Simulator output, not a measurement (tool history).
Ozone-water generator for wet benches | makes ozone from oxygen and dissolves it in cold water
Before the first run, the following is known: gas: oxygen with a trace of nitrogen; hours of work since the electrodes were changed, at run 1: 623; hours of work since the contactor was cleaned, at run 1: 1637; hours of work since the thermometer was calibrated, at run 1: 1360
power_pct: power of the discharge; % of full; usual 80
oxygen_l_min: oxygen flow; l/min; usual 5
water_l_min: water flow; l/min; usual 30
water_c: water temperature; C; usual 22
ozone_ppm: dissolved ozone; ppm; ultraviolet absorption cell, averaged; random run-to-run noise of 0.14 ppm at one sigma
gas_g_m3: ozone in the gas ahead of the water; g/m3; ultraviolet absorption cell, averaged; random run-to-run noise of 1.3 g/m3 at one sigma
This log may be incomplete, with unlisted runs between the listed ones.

run	day	power_pct	oxygen_l_min	water_l_min	water_c	hours of work since the electrodes were changed	hours of work since the contactor was cleaned	hours of work since the thermometer was calibrated	ozone_ppm	gas_g_m3
1	0	80	5	30	22	623	1637	1360	14.9	246.9
2	1.346	80	5	30	22	654	1668	1391	14.9	246.9
3	2.288	80	3.44	30	22	676	1690	1414	13.2	281.8
4	3.246	80	5	30	22	699	1712	1436	14.8	246.8
5	4.717	80	2.56	30	22	733	1747	1470	11.6	310.5
6	6.121	80	5	30	22	766	1779	1503	15	246.5
7	6.979	80	5	30	22	786	1799	1523	14.9	247.9
8	8.158	80	5	34	22	813	1827	1550	12.8	244.8
9	9.429	80	5	34	22	843	1857	1580	12.9	245.4
10	10.825	80	5	34	22	876	1889	1613	12.7	247.3
11	11.833	80	3.26	30	22	899	1913	1636	12.8	284.1
12	13.067	80	3.26	30	22	928	1941	1665	12.6	285.1
13	14.404	80	4.5	30	22	959	1973	1696	14.2	255.8
14	15.15	80	4.5	30	22	976	1990	1714	14.3	252.6
15	16.608	80	5	30	22	1010	2024	1748	14.8	244.1
16	17.938	80	5	30	22	1041	2055	1779	14.7	244.6
17	19.167	80	4.43	30	23	1070	2084	1807	14.1	253.5
18	20.05	80	4.43	30	23	1091	2104	1828	14	255.8
19	21.221	87	5	30	28	1118	2132	1855	14.5	256.3
20	22.004	87	5	30	28	1136	2150	1874	14.3	255.8
21	22.933	87	5	26	28	1158	2172	1895	16.7	257.1
22	24.275	87	5	26	28	1189	2203	1927	16.3	254.9
23	25.725	87	5.05	26	28	1223	2237	1960	16.6	252
24	26.792	42	2.82	32	29	1248	2262	1985	7.3	206.4
25	27.392	42	2.82	32	29	1262	2276	1999	7.3	206.3
26	28.696	71	5	30	22	1293	2306	2030	13.7	228.8
27	29.471	80	3.69	28	19	1311	2324	2048	14.8	269.6
28	30.154	65	7.39	47	22	1327	2340	2064	9	191.5
29	31.388	80	5	25	14	1355	2369	2092	19.5	244.1
30	32.192	85	5	25	14	1374	2388	2111	20.3	251.9
31	32.983	85	5	25	14	1393	2406	2130	19.8	250.4
32	34.25	47	5	30	22	1422	2436	2159	10.8	182

What if the next run were any one of these 5? Each begins from the tool's condition after run 32:
A	35.204	43	5	21	24	1444	2458	2182	?	?
B	35.204	80	5	30	19	1444	2458	2182	?	?
C	35.204	41	5	46	19	1444	2458	2182	?	?
D	35.204	80	5	29	22	1444	2458	2182	?	?
E	35.204	47	5	22	17	1444	2458	2182	?	?

run	ozone_ppm	gas_g_m3
A	14.1	173.1
B	15.1	240.5
C	6.1	169.5
D	15.3	239.7
E	16.2	181.5
What these runs would have given with no unlogged condition in the tool:
run	ozone_ppm	gas_g_m3
A	14.8	175.8
B	15.9	246.1
C	6.4	172
D	16.1	245.2
E	16.9	184.6
